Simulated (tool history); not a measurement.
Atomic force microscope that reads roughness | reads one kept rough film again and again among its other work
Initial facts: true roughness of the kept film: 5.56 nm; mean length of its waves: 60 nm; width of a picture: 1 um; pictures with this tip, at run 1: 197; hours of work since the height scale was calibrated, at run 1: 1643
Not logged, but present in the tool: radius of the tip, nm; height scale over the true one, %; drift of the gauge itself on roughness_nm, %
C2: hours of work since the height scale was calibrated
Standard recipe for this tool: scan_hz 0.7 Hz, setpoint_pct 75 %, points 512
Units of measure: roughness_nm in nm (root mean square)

run 1 hour=0 | scan_hz=0.7 setpoint_pct=75 points=512 | pictures_with_this_tip=197 C2=1643 | roughness_nm=4.776
run 2 hour=35.4 | scan_hz=0.7 setpoint_pct=75 points=512 | pictures_with_this_tip=249 C2=1668 | roughness_nm=4.626
-- hour=43.8 new tip fitted
run 3 hour=97.9 | scan_hz=0.7 setpoint_pct=75 points=865 | pictures_with_this_tip=80 C2=1711 | roughness_nm=5.045
run 4 hour=135.5 | scan_hz=0.7 setpoint_pct=75 points=865 | pictures_with_this_tip=136 C2=1738 | roughness_nm=4.864
run 5 hour=210.2 | scan_hz=0.7 setpoint_pct=75 points=512 | pictures_with_this_tip=247 C2=1790 | roughness_nm=4.641
-- hour=216.3 new tip fitted
run 6 hour=288.4 | scan_hz=0.7 setpoint_pct=75 points=399 | pictures_with_this_tip=107 C2=1844 | roughness_nm=4.918
run 7 hour=327.3 | scan_hz=0.7 setpoint_pct=88 points=512 | pictures_with_this_tip=165 C2=1872 | roughness_nm=4.726
run 8 hour=369.2 | scan_hz=0.7 setpoint_pct=62 points=512 | pictures_with_this_tip=227 C2=1901 | roughness_nm=4.704
-- hour=388.1 new tip fitted
run 9 hour=416.1 | scan_hz=0.944 setpoint_pct=75 points=512 | pictures_with_this_tip=42 C2=1933 | roughness_nm=5.032
run 10 hour=462.7 | scan_hz=0.944 setpoint_pct=75 points=512 | pictures_with_this_tip=111 C2=1966 | roughness_nm=4.863
run 11 hour=543.2 | scan_hz=0.7 setpoint_pct=75 points=512 | pictures_with_this_tip=231 C2=2022 | roughness_nm=4.649
-- hour=558 new tip fitted
run 12 hour=625.7 | scan_hz=0.7 setpoint_pct=75 points=512 | pictures_with_this_tip=100 C2=2080 | roughness_nm=4.912
run 13 hour=686.8 | scan_hz=0.7 setpoint_pct=75 points=512 | pictures_with_this_tip=191 C2=2123 | roughness_nm=4.742
run 14 hour=725.5 | scan_hz=0.7 setpoint_pct=75 points=1022 | pictures_with_this_tip=249 C2=2150 | roughness_nm=4.652
-- hour=730.6 new tip fitted
run 15 hour=769.1 | scan_hz=0.7 setpoint_pct=75 points=1022 | pictures_with_this_tip=57 C2=2180 | roughness_nm=4.993
run 16 hour=809.7 | scan_hz=0.7 setpoint_pct=75 points=512 | pictures_with_this_tip=117 C2=2208 | roughness_nm=4.88
run 17 hour=854.6 | scan_hz=0.7 setpoint_pct=75 points=701 | pictures_with_this_tip=184 C2=2240 | roughness_nm=4.692
run 18 hour=889.2 | scan_hz=0.7 setpoint_pct=75 points=512 | pictures_with_this_tip=235 C2=2264 | roughness_nm=4.649
-- hour=899.7 new tip fitted
run 19 hour=936.1 | scan_hz=0.7 setpoint_pct=75 points=512 | pictures_with_this_tip=54 C2=2296 | roughness_nm=5.03
run 20 hour=997.3 | scan_hz=0.7 setpoint_pct=75 points=512 | pictures_with_this_tip=145 C2=2339 | roughness_nm=4.841
run 21 hour=1066.1 | scan_hz=0.7 setpoint_pct=75 points=512 | pictures_with_this_tip=247 C2=2387 | roughness_nm=4.637
-- hour=1072.5 new tip fitted
run 22 hour=1145.7 | scan_hz=0.7 setpoint_pct=75 points=512 | pictures_with_this_tip=108 C2=2443 | roughness_nm=4.925
run 23 hour=1230.5 | scan_hz=1.307 setpoint_pct=75 points=512 | pictures_with_this_tip=234 C2=2502 | roughness_nm=4.582
-- hour=1242.4 new tip fitted
run 24 hour=1273.5 | scan_hz=3.005 setpoint_pct=75 points=512 | pictures_with_this_tip=46 C2=2532 | roughness_nm=4.798
run 25 hour=1316.9 | scan_hz=3.005 setpoint_pct=75 points=512 | pictures_with_this_tip=111 C2=2562 | roughness_nm=4.616
run 26 hour=1395.7 | scan_hz=3.005 setpoint_pct=75 points=512 | pictures_with_this_tip=228 C2=2617 | roughness_nm=4.386
-- hour=1415.7 new tip fitted
run 27 hour=1432.1 | scan_hz=3.005 setpoint_pct=75 points=512 | pictures_with_this_tip=24 C2=2643 | roughness_nm=4.804
run 28 hour=1470.8 | scan_hz=2.582 setpoint_pct=75 points=308 | pictures_with_this_tip=81 C2=2670 | roughness_nm=4.726
run 29 hour=1552.8 | scan_hz=2.582 setpoint_pct=75 points=308 | pictures_with_this_tip=203 C2=2727 | roughness_nm=4.464
-- hour=1589.3 new tip fitted
run 30 hour=1606.9 | scan_hz=1.461 setpoint_pct=63 points=851 | pictures_with_this_tip=26 C2=2764 | roughness_nm=5.079
run 31 hour=1680.6 | scan_hz=1.461 setpoint_pct=63 points=851 | pictures_with_this_tip=135 C2=2816 | roughness_nm=4.849
-- hour=1714.1 height scale calibrated on a step standard
run 32 hour=1728.1 | scan_hz=0.582 setpoint_pct=68 points=457 | pictures_with_this_tip=204 C2=10 | roughness_nm=4.797
-- hour=1761.7 new tip fitted
run 33 hour=1783.4 | scan_hz=0.588 setpoint_pct=87 points=872 | pictures_with_this_tip=33 C2=48 | roughness_nm=5.046
run 34 hour=1857.8 | scan_hz=0.588 setpoint_pct=87 points=872 | pictures_with_this_tip=143 C2=100 | roughness_nm=4.837
run 35 hour=1907.2 | scan_hz=0.588 setpoint_pct=87 points=872 | pictures_with_this_tip=216 C2=135 | roughness_nm=4.644
-- hour=1931 new tip fitted
run 36 hour=1962.7 | scan_hz=1.19 setpoint_pct=83 points=446 | pictures_with_this_tip=47 C2=173 | roughness_nm=4.953
run 37 hour=2043.2 | scan_hz=1.19 setpoint_pct=78 points=414 | pictures_with_this_tip=166 C2=230 | roughness_nm=4.711
run 38 hour=2088.8 | scan_hz=0.7 setpoint_pct=75 points=271 | pictures_with_this_tip=234 C2=262 | roughness_nm=4.653
-- hour=2103.7 new tip fitted
run 39 hour=2149.3 | scan_hz=0.691 setpoint_pct=73 points=697 | pictures_with_this_tip=67 C2=304 | roughness_nm=5.028
run 40 hour=2200.4 | scan_hz=0.691 setpoint_pct=73 points=697 | pictures_with_this_tip=143 C2=339 | roughness_nm=4.916
-- hour=2276.3 new tip fitted
run 41 hour=2276.3 | scan_hz=0.584 setpoint_pct=75 points=512 | pictures_with_this_tip=0 C2=392 | roughness_nm=5.188
run 42 hour=2361.5 | scan_hz=1.664 setpoint_pct=70 points=693 | pictures_with_this_tip=127 C2=452 | roughness_nm=4.832
run 43 hour=2432 | scan_hz=0.7 setpoint_pct=75 points=337 | pictures_with_this_tip=231 C2=501 | roughness_nm=4.668
-- hour=2449.1 new tip fitted
run 44 hour=2469 | scan_hz=1.229 setpoint_pct=75 points=519 | pictures_with_this_tip=29 C2=527 | roughness_nm=5.045
run 45 hour=2504.5 | scan_hz=3.426 setpoint_pct=67 points=611 | pictures_with_this_tip=82 C2=552 | roughness_nm=4.838
run 46 hour=2550.6 | scan_hz=3.122 setpoint_pct=61 points=512 | pictures_with_this_tip=151 C2=584 | roughness_nm=4.745
run 47 hour=2593.7 | scan_hz=3.122 setpoint_pct=61 points=512 | pictures_with_this_tip=214 C2=614 | roughness_nm=4.608
-- hour=2619.9 new tip fitted
run 48 hour=2646.4 | scan_hz=0.79 setpoint_pct=57 points=512 | pictures_with_this_tip=39 C2=650 | roughness_nm=5.166
run 49 hour=2731.8 | scan_hz=2.577 setpoint_pct=80 points=292 | pictures_with_this_tip=166 C2=710 | roughness_nm=4.489
run 50 hour=2769.7 | scan_hz=2.577 setpoint_pct=80 points=292 | pictures_with_this_tip=222 C2=737 | roughness_nm=4.357
-- hour=2791.5 new tip fitted
run 51 hour=2854.3 | scan_hz=2.577 setpoint_pct=80 points=292 | pictures_with_this_tip=93 C2=796 | roughness_nm=4.691

Entry by entry between the runs, the difference in hidden state between the last listed run before and the first listed run after:
From run 2 to run 3: new tip fitted (hour 43.8)
  radius of the tip, nm: 27.5 -> 13.8; height scale over the true one, %: -0.47 -> -0.49
  measured minus no-state result, roughness_nm: -0.58 -> -0.227 nm (root mean square)
From run 5 to run 6: new tip fitted (hour 216.3)
  radius of the tip, nm: 27.8 -> 16.7; height scale over the true one, %: -0.51 -> -0.53
  measured minus no-state result, roughness_nm: -0.593 -> -0.306 nm (root mean square)
From run 8 to run 9: new tip fitted (hour 388.1)
  radius of the tip, nm: 26.7 -> 11.3; height scale over the true one, %: -0.54 -> -0.55
  measured minus no-state result, roughness_nm: -0.57 -> -0.154 nm (root mean square)
From run 11 to run 12: new tip fitted (hour 558)
  radius of the tip, nm: 27 -> 15.9; height scale over the true one, %: -0.58 -> -0.6
  measured minus no-state result, roughness_nm: -0.574 -> -0.287 nm (root mean square)
From run 14 to run 15: new tip fitted (hour 730.6)
  radius of the tip, nm: 27.2 -> 12.9; height scale over the true one, %: -0.61 -> -0.62
  measured minus no-state result, roughness_nm: -0.584 -> -0.204 nm (root mean square)
From run 18 to run 19: new tip fitted (hour 899.7)
  radius of the tip, nm: 27.4 -> 11.7; height scale over the true one, %: -0.65 -> -0.66
  measured minus no-state result, roughness_nm: -0.589 -> -0.174 nm (root mean square)
From run 21 to run 22: new tip fitted (hour 1072.5)
  radius of the tip, nm: 28 -> 16.5; height scale over the true one, %: -0.69 -> -0.7
  measured minus no-state result, roughness_nm: -0.604 -> -0.309 nm (root mean square)
From run 23 to run 24: new tip fitted (hour 1242.4)
  radius of the tip, nm: 26.6 -> 11.1; height scale over the true one, %: -0.72 -> -0.73
  measured minus no-state result, roughness_nm: -0.563 -> -0.153 nm (root mean square)
From run 26 to run 27: new tip fitted (hour 1415.7)
  radius of the tip, nm: 26.9 -> 9.5; height scale over the true one, %: -0.75 -> -0.76
  measured minus no-state result, roughness_nm: -0.547 -> -0.108 nm (root mean square)
From run 29 to run 30: new tip fitted (hour 1589.3)
  radius of the tip, nm: 24.6 -> 10; height scale over the true one, %: -0.79 -> -0.8
  measured minus no-state result, roughness_nm: -0.5 -> -0.13 nm (root mean square)
From run 31 to run 32: height scale calibrated on a step standard (hour 1714.1)
  radius of the tip, nm: 18.5 -> 24.6; height scale over the true one, %: -0.81 -> 0.01
  measured minus no-state result, roughness_nm: -0.369 -> -0.494 nm (root mean square)
From run 32 to run 33: new tip fitted (hour 1761.7)
  radius of the tip, nm: 24.6 -> 10.2; height scale over the true one, %: 0.01 -> 0
  measured minus no-state result, roughness_nm: -0.494 -> -0.093 nm (root mean square)
From run 35 to run 36: new tip fitted (hour 1931)
  radius of the tip, nm: 26.4 -> 11.3; height scale over the true one, %: -0.03 -> -0.04
  measured minus no-state result, roughness_nm: -0.529 -> -0.126 nm (root mean square)
From run 38 to run 39: new tip fitted (hour 2103.7)
  radius of the tip, nm: 27 -> 13; height scale over the true one, %: -0.07 -> -0.08
  measured minus no-state result, roughness_nm: -0.549 -> -0.179 nm (root mean square)
From run 40 to run 41: new tip fitted (hour 2276.3)
  radius of the tip, nm: 19.7 -> 7.4; height scale over the true one, %: -0.09 -> -0.1
  measured minus no-state result, roughness_nm: -0.369 -> -0.018 nm (root mean square)
From run 43 to run 44: new tip fitted (hour 2449.1)
  radius of the tip, nm: 27 -> 9.6; height scale over the true one, %: -0.14 -> -0.15
  measured minus no-state result, roughness_nm: -0.552 -> -0.084 nm (root mean square)
From run 47 to run 48: new tip fitted (hour 2619.9)
  radius of the tip, nm: 25.1 -> 10.7; height scale over the true one, %: -0.17 -> -0.18
  measured minus no-state result, roughness_nm: -0.498 -> -0.123 nm (root mean square)
From run 50 to run 51: new tip fitted (hour 2791.5)
  radius of the tip, nm: 25.6 -> 14.6; height scale over the true one, %: -0.21 -> -0.22
  measured minus no-state result, roughness_nm: -0.482 -> -0.22 nm (root mean square)
